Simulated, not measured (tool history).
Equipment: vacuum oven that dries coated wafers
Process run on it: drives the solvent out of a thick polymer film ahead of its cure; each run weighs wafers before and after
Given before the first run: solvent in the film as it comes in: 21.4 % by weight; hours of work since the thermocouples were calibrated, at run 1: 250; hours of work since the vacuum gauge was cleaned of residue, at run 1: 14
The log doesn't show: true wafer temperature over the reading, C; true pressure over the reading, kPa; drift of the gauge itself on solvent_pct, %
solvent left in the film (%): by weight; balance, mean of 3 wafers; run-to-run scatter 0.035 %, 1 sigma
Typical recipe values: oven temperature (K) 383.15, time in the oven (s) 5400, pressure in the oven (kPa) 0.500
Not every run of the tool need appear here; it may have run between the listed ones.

run	hour	oven temperature (K)	time in the oven (s)	pressure in the oven (kPa)	hours of work since the thermocouples were calibrated	hours of work since the vacuum gauge was cleaned of residue	solvent left in the film (%)
1	0.0	383.15	5400	0.500	250	14	3.36
2	7.5	383.15	5400	0.925	254	17	3.59
3	21.1	394.15	5400	0.925	260	23	0.87
4	35.2	394.15	5400	0.925	267	30	0.86
5	44.4	394.15	5400	0.925	271	34	0.83
6	54.2	383.15	5400	0.500	275	38	3.40
7	64.9	383.15	5400	0.500	280	43	3.35
8	72.5	382.15	5400	0.500	283	46	3.76
9	79.4	382.15	5400	0.312	287	50	3.69
10	90.2	386.15	5100	0.313	291	55	2.61
11	98.2	383.15	8100	0.500	295	58	1.59
12	104.9	392.15	3720	0.500	298	61	2.30
13	115.7	396.15	5280	1.132	303	66	0.71
14	128.1	383.15	3960	0.806	309	72	5.30
15	140.0	392.15	5400	0.942	314	77	1.18
16	147.5	398.15	3240	0.406	318	81	1.29
17	161.3	376.15	5160	1.902	324	87	7.35
18	175.5	371.15	5160	1.900	330	93	9.49

Run by run, hidden condition taken away, random variation retained:
run	solvent left in the film (%)
1	3.33
2	3.55
3	0.86
4	0.85
5	0.82
6	3.35
7	3.30
8	3.70
9	3.63
10	2.56
11	1.55
12	2.25
13	0.69
14	5.23
15	1.15
16	1.25
17	7.26
18	9.41
